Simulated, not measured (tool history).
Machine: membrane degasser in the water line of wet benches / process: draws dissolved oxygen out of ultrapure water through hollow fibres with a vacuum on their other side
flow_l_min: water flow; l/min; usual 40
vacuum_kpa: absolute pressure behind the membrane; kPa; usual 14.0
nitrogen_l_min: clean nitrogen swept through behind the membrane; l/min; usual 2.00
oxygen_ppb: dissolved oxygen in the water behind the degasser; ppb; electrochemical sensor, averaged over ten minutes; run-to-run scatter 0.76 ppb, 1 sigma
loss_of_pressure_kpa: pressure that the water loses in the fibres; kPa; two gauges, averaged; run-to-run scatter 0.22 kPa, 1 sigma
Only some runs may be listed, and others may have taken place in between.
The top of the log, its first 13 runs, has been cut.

{"run": 14, "day": 85.188, "flow_l_min": 40, "vacuum_kpa": 8.8, "nitrogen_l_min": 2.0, "oxygen_ppb": 251.5, "loss_of_pressure_kpa": 52.7}
{"run": 15, "day": 92.733, "flow_l_min": 40, "vacuum_kpa": 8.8, "nitrogen_l_min": 2.29, "oxygen_ppb": 225.3, "loss_of_pressure_kpa": 52.95}
{"run": 16, "day": 99.625, "flow_l_min": 40, "vacuum_kpa": 28.0, "nitrogen_l_min": 2.0, "oxygen_ppb": 997.2, "loss_of_pressure_kpa": 52.74}
{"run": 17, "day": 103.596, "flow_l_min": 59, "vacuum_kpa": 28.0, "nitrogen_l_min": 2.0, "oxygen_ppb": 1375.7, "loss_of_pressure_kpa": 77.8}
{"run": 18, "day": 107.962, "flow_l_min": 41, "vacuum_kpa": 10.5, "nitrogen_l_min": 3.23, "oxygen_ppb": 220.6, "loss_of_pressure_kpa": 54.4}
{"run": 19, "day": 113.538, "flow_l_min": 41, "vacuum_kpa": 10.5, "nitrogen_l_min": 3.23, "oxygen_ppb": 221.2, "loss_of_pressure_kpa": 54.35}
{"run": 20, "day": 120.925, "flow_l_min": 41, "vacuum_kpa": 10.5, "nitrogen_l_min": 3.23, "oxygen_ppb": 220.8, "loss_of_pressure_kpa": 54.35}
{"run": 21, "day": 125.104, "flow_l_min": 40, "vacuum_kpa": 14.0, "nitrogen_l_min": 2.16, "oxygen_ppb": 438.8, "loss_of_pressure_kpa": 53.1}
{"run": 22, "day": 133.804, "flow_l_min": 40, "vacuum_kpa": 14.0, "nitrogen_l_min": 2.16, "oxygen_ppb": 439.9, "loss_of_pressure_kpa": 53.44}
{"run": 23, "day": 141.329, "flow_l_min": 55, "vacuum_kpa": 28.2, "nitrogen_l_min": 2.0, "oxygen_ppb": 1308.0, "loss_of_pressure_kpa": 73.04}
{"run": 24, "day": 147.446, "flow_l_min": 28, "vacuum_kpa": 11.6, "nitrogen_l_min": 1.34, "oxygen_ppb": 380.0, "loss_of_pressure_kpa": 37.5}
{"run": 25, "day": 156.692, "flow_l_min": 29, "vacuum_kpa": 9.3, "nitrogen_l_min": 1.1, "oxygen_ppb": 339.6, "loss_of_pressure_kpa": 39.03}
{"run": 26, "day": 162.4, "flow_l_min": 43, "vacuum_kpa": 14.0, "nitrogen_l_min": 5.22, "oxygen_ppb": 221.6, "loss_of_pressure_kpa": 57.29}
{"run": 27, "day": 170.792, "flow_l_min": 32, "vacuum_kpa": 20.1, "nitrogen_l_min": 0.89, "oxygen_ppb": 1108.3, "loss_of_pressure_kpa": 43.03}
{"run": 28, "day": 177.825, "flow_l_min": 28, "vacuum_kpa": 10.5, "nitrogen_l_min": 0.89, "oxygen_ppb": 465.1, "loss_of_pressure_kpa": 37.45}
{"run": 29, "day": 185.929, "flow_l_min": 40, "vacuum_kpa": 10.3, "nitrogen_l_min": 2.0, "oxygen_ppb": 317.7, "loss_of_pressure_kpa": 53.75}
{"day": 188.442, "done": "seals of the vacuum lines changed"}
{"run": 30, "day": 194.054, "flow_l_min": 36, "vacuum_kpa": 14.0, "nitrogen_l_min": 1.34, "oxygen_ppb": 591.6, "loss_of_pressure_kpa": 48.33}
{"run": 31, "day": 200.517, "flow_l_min": 36, "vacuum_kpa": 22.8, "nitrogen_l_min": 1.37, "oxygen_ppb": 996.2, "loss_of_pressure_kpa": 48.01}

Below are 5 alternative next runs, each starting from the tool's condition after run 31. Predict each:
{"run": "A", "day": 206.338, "flow_l_min": 51, "vacuum_kpa": 22.8, "nitrogen_l_min": 1.37, "oxygen_ppb": "?", "loss_of_pressure_kpa": "?"}
{"run": "B", "day": 206.338, "flow_l_min": 64, "vacuum_kpa": 10.6, "nitrogen_l_min": 2.6, "oxygen_ppb": "?", "loss_of_pressure_kpa": "?"}
{"run": "C", "day": 206.338, "flow_l_min": 49, "vacuum_kpa": 14.0, "nitrogen_l_min": 2.0, "oxygen_ppb": "?", "loss_of_pressure_kpa": "?"}
{"run": "D", "day": 206.338, "flow_l_min": 27, "vacuum_kpa": 11.8, "nitrogen_l_min": 1.37, "oxygen_ppb": "?", "loss_of_pressure_kpa": "?"}
{"run": "E", "day": 206.338, "flow_l_min": 59, "vacuum_kpa": 17.0, "nitrogen_l_min": 1.37, "oxygen_ppb": "?", "loss_of_pressure_kpa": "?"}

run=A oxygen_ppb=1316.9 loss_of_pressure_kpa=69.17
run=B oxygen_ppb=463.4 loss_of_pressure_kpa=86.04
run=C oxygen_ppb=567.8 loss_of_pressure_kpa=65.96
run=D oxygen_ppb=368.0 loss_of_pressure_kpa=36.32
run=E oxygen_ppb=1105.6 loss_of_pressure_kpa=79.80
What these runs would have given with no unlogged condition in the tool:
run=A oxygen_ppb=1307.7 loss_of_pressure_kpa=66.15
run=B oxygen_ppb=445.0 loss_of_pressure_kpa=82.28
run=C oxygen_ppb=559.2 loss_of_pressure_kpa=63.06
run=D oxygen_ppb=364.9 loss_of_pressure_kpa=34.73
run=E oxygen_ppb=1091.3 loss_of_pressure_kpa=76.32
